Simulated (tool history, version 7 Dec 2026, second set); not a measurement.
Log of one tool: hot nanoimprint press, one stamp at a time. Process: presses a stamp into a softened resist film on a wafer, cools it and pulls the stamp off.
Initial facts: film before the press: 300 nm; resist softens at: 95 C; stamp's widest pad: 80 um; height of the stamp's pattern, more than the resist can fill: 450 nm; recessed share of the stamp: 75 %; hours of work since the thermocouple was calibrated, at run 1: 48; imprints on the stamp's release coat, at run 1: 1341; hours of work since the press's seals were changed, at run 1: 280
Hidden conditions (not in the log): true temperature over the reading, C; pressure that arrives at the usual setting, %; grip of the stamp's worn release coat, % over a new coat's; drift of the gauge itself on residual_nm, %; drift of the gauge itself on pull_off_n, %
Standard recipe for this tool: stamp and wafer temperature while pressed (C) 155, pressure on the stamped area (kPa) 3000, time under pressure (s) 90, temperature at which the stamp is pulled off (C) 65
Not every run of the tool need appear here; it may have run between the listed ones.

run	hour	stamp and wafer temperature while pressed (C)	pressure on the stamped area (kPa)	time under pressure (s)	temperature at which the stamp is pulled off (C)	hours of work since the thermocouple was calibrated	imprints on the stamp's release coat	hours of work since the press's seals were changed	resist left under the stamp's widest pad (Å)	greatest force while the stamp is pulled off (N)
1	0.0	155	3000	90	65	48	1341	280	1722	221
2	26.8	155	4050	90	65	66	1426	298	1539	214
# hour 59.2: stamp cleaned and given a new release coat
3	60.6	155	3000	64	65	84	4	316	1908	165
4	73.6	155	3000	64	65	93	45	325	1900	159
5	90.4	155	3000	172	65	104	98	336	1345	161
6	106.1	155	3000	172	65	114	147	346	1351	168
7	126.8	154	3000	90	65	128	212	360	1795	162
8	154.1	154	3000	90	65	146	298	378	1798	170
9	167.7	154	3000	90	65	154	341	387	1787	174
10	184.1	154	3000	90	65	165	393	397	1788	174
11	205.2	154	3000	90	65	179	459	411	1800	171
12	226.8	154	3000	90	54	193	528	425	1792	223
13	256.8	154	3000	90	54	213	622	445	1775	228
14	283.7	155	2450	90	65	231	707	463	1806	193
15	305.9	155	3000	178	65	245	777	477	1310	197
16	321.0	158	3000	176	52	255	824	487	1076	252
17	342.7	158	3000	176	52	270	892	502	1069	253
18	369.6	158	3000	176	52	287	977	519	1072	252
19	395.7	158	2780	50	52	304	1059	537	1776	259
20	426.3	158	2030	50	52	325	1156	557	1959	272
21	448.1	160	3000	94	65	339	1224	571	1203	210
22	473.1	143	3000	62	65	355	1303	587	2785	223
23	495.1	143	3000	62	65	370	1372	602	2763	225
24	517.8	146	3000	169	51	385	1444	617	2223	289
25	535.1	161	2860	169	51	396	1499	628	892	280
# hour 545.6: stamp cleaned and given a new release coat
26	571.0	161	3660	113	51	416	81	648	949	211

Estimate the outcome of run 27 from the log above:
27	591.8	155	3000	62	73	429	146	662	?	?

resist left under the stamp's widest pad (Å): 1862
greatest force while the stamp is pulled off (N): 133
If the tool had no hidden condition, the same run with the same run-to-run variation would have returned resist left under the stamp's widest pad (Å) 1957, greatest force while the stamp is pulled off (N) 132.
